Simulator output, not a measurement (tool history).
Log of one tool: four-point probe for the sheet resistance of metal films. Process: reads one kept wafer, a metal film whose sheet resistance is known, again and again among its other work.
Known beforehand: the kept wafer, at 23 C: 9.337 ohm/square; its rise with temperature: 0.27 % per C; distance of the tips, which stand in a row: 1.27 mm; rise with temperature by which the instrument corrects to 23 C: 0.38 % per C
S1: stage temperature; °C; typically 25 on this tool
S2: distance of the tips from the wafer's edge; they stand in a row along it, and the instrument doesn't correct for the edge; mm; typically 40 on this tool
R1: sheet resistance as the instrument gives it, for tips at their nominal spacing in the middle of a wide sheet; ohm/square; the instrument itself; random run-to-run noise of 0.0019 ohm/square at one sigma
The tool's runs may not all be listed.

Run 1, hour 0: usual settings. Result: R1 9.260884 ohm/square.
Run 2, hour 39.7: usual settings but S1 29 °C. Result: R1 9.226859 ohm/square.
Run 3, hour 116: usual settings but S1 29 °C, S2 45 mm. Result: R1 9.218336 ohm/square.
Run 4, hour 177.1: usual settings but S1 29 °C, S2 45 mm. Result: R1 9.216686 ohm/square.
Run 5, hour 235.6: usual settings but S1 32 °C, S2 45 mm. Result: R1 9.189675 ohm/square.
Run 6, hour 268.3: usual settings but S1 32 °C, S2 45 mm. Result: R1 9.192507 ohm/square.
Run 7, hour 303.5: usual settings but S2 35 mm. Result: R1 9.25449 ohm/square.
Run 8, hour 358.3: usual settings. Result: R1 9.258285 ohm/square.
Run 9, hour 394.9: usual settings. Result: R1 9.25085 ohm/square.
Run 10, hour 458: usual settings but S2 8 mm. Result: R1 9.368173 ohm/square.
Run 11, hour 530.8: usual settings but S1 20 °C. Result: R1 9.298301 ohm/square.
Run 12, hour 574: usual settings but S2 27 mm. Result: R1 9.255025 ohm/square.
Run 13, hour 650.4: usual settings but S1 20 °C, S2 35 mm. Result: R1 9.294117 ohm/square.
Run 14, hour 718.8: usual settings but S1 22 °C, S2 7 mm. Result: R1 9.430536 ohm/square.
Run 15, hour 758.7: usual settings but S1 22 °C, S2 7 mm. Result: R1 9.423639 ohm/square.
Run 16, hour 818.8: usual settings but S1 22 °C, S2 7 mm. Result: R1 9.425498 ohm/square.
Run 17, hour 900.3: usual settings but S1 33 °C, S2 34 mm. Result: R1 9.164048 ohm/square.
Run 18, hour 938.3: usual settings but S1 27 °C, S2 75 mm. Result: R1 9.214934 ohm/square.
Run 19, hour 999.2: usual settings but S1 22 °C, S2 8 mm. Result: R1 9.38366 ohm/square.

Each row is a separate what-if for the run after 19, all from the same tool condition, not one after another. Results?
Run A, hour 1079.3: usual settings but S1 23 °C, S2 21 mm. Result: R1 ?.
Run B, hour 1079.3: usual settings but S1 23 °C, S2 5 mm. Result: R1 ?.
Run C, hour 1079.3: usual settings but S2 60 mm. Result: R1 ?.

run        R1
  A  9.267986
  B  9.556845
  C  9.228308
Had the tool no hidden state, the same runs would have come out as:
run        R1
  A  9.357922
  B  9.649342
  C  9.317888

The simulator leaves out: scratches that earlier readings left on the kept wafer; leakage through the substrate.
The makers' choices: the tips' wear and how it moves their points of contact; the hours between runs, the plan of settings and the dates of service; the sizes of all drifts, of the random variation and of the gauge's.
